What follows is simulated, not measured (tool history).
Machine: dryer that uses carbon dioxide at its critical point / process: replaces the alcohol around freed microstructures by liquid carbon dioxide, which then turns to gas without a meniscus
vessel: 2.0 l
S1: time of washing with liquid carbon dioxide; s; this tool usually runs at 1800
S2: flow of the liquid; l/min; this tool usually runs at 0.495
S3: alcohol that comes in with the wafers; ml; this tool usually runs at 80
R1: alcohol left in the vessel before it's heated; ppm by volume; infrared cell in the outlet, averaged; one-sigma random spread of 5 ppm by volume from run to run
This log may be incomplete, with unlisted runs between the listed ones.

run 1 hour=0.0 | S1=1800 S2=0.495 S3=80 | R1=82
run 2 hour=8.5 | S1=1800 S2=0.495 S3=80 | R1=89
run 3 hour=17.4 | S1=1800 S2=0.495 S3=80 | R1=96
run 4 hour=25.4 | S1=1800 S2=0.495 S3=80 | R1=92
run 5 hour=29.6 | S1=1800 S2=0.495 S3=80 | R1=91
run 6 hour=35.2 | S1=1800 S2=0.495 S3=80 | R1=102
run 7 hour=43.0 | S1=1800 S2=0.495 S3=80 | R1=97
run 8 hour=47.6 | S1=1800 S2=0.402 S3=56 | R1=200
run 9 hour=54.6 | S1=2160 S2=0.495 S3=80 | R1=45
run 10 hour=62.2 | S1=2160 S2=0.495 S3=80 | R1=44
run 11 hour=69.8 | S1=1260 S2=0.495 S3=80 | R1=562
run 12 hour=77.6 | S1=1260 S2=0.495 S3=80 | R1=547

What will run 13 give?
run 13 hour=84.1 | S1=1320 S2=0.469 S3=60 | R1=?

{"run 13": {"R1": 448}}
Had the tool carried no hidden state, the very same run would have given R1 178 ppm by volume.
